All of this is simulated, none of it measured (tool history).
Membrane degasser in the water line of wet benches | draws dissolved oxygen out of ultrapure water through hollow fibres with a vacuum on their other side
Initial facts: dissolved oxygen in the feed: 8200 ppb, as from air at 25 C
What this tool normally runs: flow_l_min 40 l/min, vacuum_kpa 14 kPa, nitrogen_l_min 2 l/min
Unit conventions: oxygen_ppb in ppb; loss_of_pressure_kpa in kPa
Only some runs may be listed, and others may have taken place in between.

run    hour  flow_l_min  vacuum_kpa  nitrogen_l_min  oxygen_ppb  loss_of_pressure_kpa
  1       0          40          14               2       478.7                  47.6
  2    91.6          40          14               2       482.1                 47.46
  3   169.5          40          14               2       478.3                 47.53
  4   218.3          40          14               2       479.9                 47.58
  5   269.3          40          14               2       478.7                 47.86
  6   349.6          40          14            5.82       197.7                 48.31
  7   398.5          40          14            5.82       197.4                 47.26
  8   485.3          40          14            5.82       196.9                 47.97
  9   528.2          38          14            5.82       186.1                 45.58
 10   570.3          40          14               2       479.7                 47.49
 11   634.9          46        11.1            3.36       280.8                 55.05
 12   673.6          33          14               2       397.1                 39.66
 13   722.6          27        12.5            4.14       148.2                 32.49
 14   813.3          57        10.6            0.89       864.5                 68.26
 15   879.9          40        19.5            3.28         465                 48.12
 16   934.7          40        19.5            3.28       463.3                 47.91
 17   972.4          28        10.5            3.28       152.5                  33.6
 18  1027.8          54          13               2       601.9                 63.84
 19  1070.7          40        13.8            2.66       374.1                 47.77

Each row is a separate what-if for the run after 19, all from the same tool condition, not one after another. Results?
  A  1130.9          32        27.6            5.76           ?                     ?
  B  1130.9          40          28               2           ?                     ?
  C  1130.9          24        34.4            2.59           ?                     ?
  D  1130.9          40        19.3            1.72           ?                     ?

run  oxygen_ppb  loss_of_pressure_kpa
  A       327.2                 38.19
  B      1004.8                 48.08
  C       645.9                 28.86
  D       775.3                 48.23
Without the tool's hidden state the same runs would have given:
run  oxygen_ppb  loss_of_pressure_kpa
  A       323.2                 37.63
  B       997.6                 47.38
  C       638.3                 28.44
  D       769.2                 47.53

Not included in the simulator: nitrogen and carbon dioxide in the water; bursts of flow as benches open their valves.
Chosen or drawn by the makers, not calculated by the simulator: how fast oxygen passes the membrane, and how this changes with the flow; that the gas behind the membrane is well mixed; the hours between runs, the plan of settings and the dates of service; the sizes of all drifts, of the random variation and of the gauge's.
